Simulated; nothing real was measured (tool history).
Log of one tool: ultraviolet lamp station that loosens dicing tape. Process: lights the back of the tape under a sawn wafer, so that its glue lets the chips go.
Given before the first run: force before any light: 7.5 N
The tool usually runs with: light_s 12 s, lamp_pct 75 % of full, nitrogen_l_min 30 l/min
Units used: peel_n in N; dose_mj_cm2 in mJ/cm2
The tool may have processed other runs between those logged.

run 1 hour=0.0 | light_s=12 lamp_pct=75 nitrogen_l_min=30 | peel_n=0.369 dose_mj_cm2=426
run 2 hour=21.4 | light_s=12 lamp_pct=75 nitrogen_l_min=30 | peel_n=0.378 dose_mj_cm2=427
-- hour=55.9 window cleaned of glue's vapour
run 3 hour=60.2 | light_s=12 lamp_pct=75 nitrogen_l_min=30 | peel_n=0.400 dose_mj_cm2=428
run 4 hour=88.6 | light_s=12 lamp_pct=75 nitrogen_l_min=30 | peel_n=0.380 dose_mj_cm2=422
run 5 hour=128.8 | light_s=12 lamp_pct=75 nitrogen_l_min=30 | peel_n=0.380 dose_mj_cm2=425
run 6 hour=174.4 | light_s=12 lamp_pct=75 nitrogen_l_min=30 | peel_n=0.389 dose_mj_cm2=426
run 7 hour=204.3 | light_s=12 lamp_pct=75 nitrogen_l_min=28 | peel_n=0.389 dose_mj_cm2=422
run 8 hour=241.9 | light_s=12 lamp_pct=75 nitrogen_l_min=28 | peel_n=0.396 dose_mj_cm2=421
run 9 hour=280.7 | light_s=12 lamp_pct=75 nitrogen_l_min=26 | peel_n=0.393 dose_mj_cm2=421
run 10 hour=312.1 | light_s=12 lamp_pct=75 nitrogen_l_min=30 | peel_n=0.389 dose_mj_cm2=422
run 11 hour=357.2 | light_s=12 lamp_pct=75 nitrogen_l_min=30 | peel_n=0.376 dose_mj_cm2=422
run 12 hour=400.9 | light_s=12 lamp_pct=75 nitrogen_l_min=10 | peel_n=0.568 dose_mj_cm2=421
run 13 hour=421.8 | light_s=12 lamp_pct=75 nitrogen_l_min=10 | peel_n=0.563 dose_mj_cm2=423
run 14 hour=469.3 | light_s=12 lamp_pct=75 nitrogen_l_min=10 | peel_n=0.576 dose_mj_cm2=421
run 15 hour=509.8 | light_s=12 lamp_pct=75 nitrogen_l_min=10 | peel_n=0.582 dose_mj_cm2=421
run 16 hour=538.3 | light_s=12 lamp_pct=75 nitrogen_l_min=23 | peel_n=0.409 dose_mj_cm2=416
run 17 hour=588.3 | light_s=12 lamp_pct=84 nitrogen_l_min=23 | peel_n=0.355 dose_mj_cm2=475
run 18 hour=612.8 | light_s=12 lamp_pct=84 nitrogen_l_min=23 | peel_n=0.338 dose_mj_cm2=473
run 19 hour=657.1 | light_s=12 lamp_pct=84 nitrogen_l_min=23 | peel_n=0.333 dose_mj_cm2=474
run 20 hour=686.5 | light_s=15 lamp_pct=76 nitrogen_l_min=23 | peel_n=0.291 dose_mj_cm2=528
-- hour=693.9 lamp changed
run 21 hour=738.0 | light_s=15 lamp_pct=76 nitrogen_l_min=23 | peel_n=0.296 dose_mj_cm2=536
run 22 hour=770.0 | light_s=18 lamp_pct=69 nitrogen_l_min=48 | peel_n=0.234 dose_mj_cm2=589
run 23 hour=798.2 | light_s=18 lamp_pct=69 nitrogen_l_min=48 | peel_n=0.245 dose_mj_cm2=582
run 24 hour=825.4 | light_s=12 lamp_pct=75 nitrogen_l_min=57 | peel_n=0.316 dose_mj_cm2=418
run 25 hour=852.0 | light_s=12 lamp_pct=75 nitrogen_l_min=57 | peel_n=0.326 dose_mj_cm2=426
run 26 hour=895.5 | light_s=6 lamp_pct=63 nitrogen_l_min=42 | peel_n=1.603 dose_mj_cm2=178
-- hour=940.7 window cleaned of glue's vapour
run 27 hour=942.3 | light_s=6 lamp_pct=63 nitrogen_l_min=42 | peel_n=1.466 dose_mj_cm2=174
run 28 hour=979.1 | light_s=6 lamp_pct=63 nitrogen_l_min=42 | peel_n=1.551 dose_mj_cm2=175
run 29 hour=1015.1 | light_s=11 lamp_pct=92 nitrogen_l_min=42 | peel_n=0.309 dose_mj_cm2=481
run 30 hour=1063.7 | light_s=11 lamp_pct=63 nitrogen_l_min=39 | peel_n=0.559 dose_mj_cm2=322
run 31 hour=1090.0 | light_s=6 lamp_pct=69 nitrogen_l_min=30 | peel_n=1.553 dose_mj_cm2=196
run 32 hour=1128.3 | light_s=14 lamp_pct=80 nitrogen_l_min=23 | peel_n=0.308 dose_mj_cm2=533
run 33 hour=1160.0 | light_s=23 lamp_pct=61 nitrogen_l_min=23 | peel_n=0.244 dose_mj_cm2=662
run 34 hour=1188.3 | light_s=6 lamp_pct=89 nitrogen_l_min=59 | peel_n=0.836 dose_mj_cm2=251
run 35 hour=1240.0 | light_s=14 lamp_pct=92 nitrogen_l_min=40 | peel_n=0.252 dose_mj_cm2=604

Alternative continuations, all from the tool just after run 35; predict every row:
run A hour=1270.6 | light_s=15 lamp_pct=92 nitrogen_l_min=38 | peel_n=? dose_mj_cm2=?
run B hour=1270.6 | light_s=20 lamp_pct=89 nitrogen_l_min=40 | peel_n=? dose_mj_cm2=?
run C hour=1270.6 | light_s=12 lamp_pct=75 nitrogen_l_min=10 | peel_n=? dose_mj_cm2=?
run D hour=1270.6 | light_s=6 lamp_pct=92 nitrogen_l_min=40 | peel_n=? dose_mj_cm2=?

run=A peel_n=0.256 dose_mj_cm2=655
run=B peel_n=0.241 dose_mj_cm2=849
run=C peel_n=0.570 dose_mj_cm2=426
run=D peel_n=0.842 dose_mj_cm2=261
What these runs would have given with no unlogged condition in the tool:
run=A peel_n=0.256 dose_mj_cm2=655
run=B peel_n=0.241 dose_mj_cm2=850
run=C peel_n=0.568 dose_mj_cm2=427
run=D peel_n=0.840 dose_mj_cm2=261
